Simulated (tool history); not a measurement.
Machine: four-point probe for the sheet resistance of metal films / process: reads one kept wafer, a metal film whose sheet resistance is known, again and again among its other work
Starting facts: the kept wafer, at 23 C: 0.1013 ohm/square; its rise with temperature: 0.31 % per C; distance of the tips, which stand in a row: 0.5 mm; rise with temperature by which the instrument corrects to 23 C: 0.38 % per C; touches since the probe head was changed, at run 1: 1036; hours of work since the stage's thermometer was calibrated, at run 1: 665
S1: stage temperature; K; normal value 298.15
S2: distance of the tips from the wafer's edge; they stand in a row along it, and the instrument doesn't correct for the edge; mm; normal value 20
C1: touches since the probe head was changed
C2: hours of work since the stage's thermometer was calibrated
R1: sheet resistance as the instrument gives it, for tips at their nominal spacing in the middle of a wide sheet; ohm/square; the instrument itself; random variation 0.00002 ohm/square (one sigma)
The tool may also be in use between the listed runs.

run,hour,S1,S2,C1,C2,R1
1,0,298.15,20,1036,665,0.101947
2,14.7,298.15,20,1270,673,0.101919
3,28.7,298.15,20,1493,682,0.101909
4,52,298.15,20,1866,696,0.101892
5,71.3,298.15,20,2174,708,0.101965
6,86.1,298.15,20,2410,717,0.101943
7,103.8,298.15,20,2693,727,0.10194
8,123.1,298.15,20,3001,739,0.101963
9,135.4,298.15,6,3197,746,0.102279
10,145.3,298.15,6,3355,752,0.102276
11,158.8,299.15,6,3570,760,0.102201
12,178.4,291.15,20,3883,772,0.102476
13,199.9,291.15,20,4227,785,0.10241
14,215.5,291.15,18,4475,795,0.102475
# hour 217.7: stage's thermometer calibrated
15,236.9,291.15,18,4809,12,0.102443
16,250.9,291.15,18,5032,20,0.102414
17,270.4,291.15,18,5343,32,0.10246
18,280.3,291.15,12,5502,38,0.102511
19,298,303.15,20,5785,49,0.101623
20,318.9,303.15,20,6117,61,0.101609
# hour 327.8: stage's thermometer calibrated, once more
21,333.1,297.15,12,6335,3,0.102038
22,348.6,298.15,7,6583,13,0.102149
23,359.8,298.15,7,6763,19,0.102146
24,374.1,298.15,17,6991,28,0.101925
25,384.9,294.15,15,7162,34,0.102203
26,402.1,299.15,8,7438,45,0.102039
27,423.7,299.15,8,7783,58,0.102016
28,434.4,295.15,20,7953,64,0.102112
29,448.6,299.15,46,8180,73,0.101817
30,459.9,299.15,46,8359,80,0.101853
31,475.2,298.15,26,8604,89,0.101897
32,493.4,298.15,26,8895,100,0.101913
33,510.8,299.15,44,9172,110,0.101811
34,522.7,296.15,3,9363,118,0.103524
35,534.6,296.15,3,9552,125,0.103558
36,547.7,296.15,3,9761,133,0.103541

Describe how what the log doesn't record of the tool's condition differs between the last listed run preceding each entry between runs and the first listed run following it.
From run 14 to run 15: stage's thermometer calibrated (hour 217.7)
  inner tips' distance over the nominal, %: 0.653 -> 0.654; wafer's true temperature over the reading, C: 0.11 -> 0.13
  the result without the hidden state subtracted from the measured one, R1: +0.000754 -> +0.000762 ohm/square
From run 20 to run 21: stage's thermometer calibrated, once more (hour 327.8)
  inner tips' distance over the nominal, %: 0.659 -> 0.66; wafer's true temperature over the reading, C: 0.14 -> -0.06
  the result without the hidden state subtracted from the measured one, R1: +0.000764 -> +0.000704 ohm/square
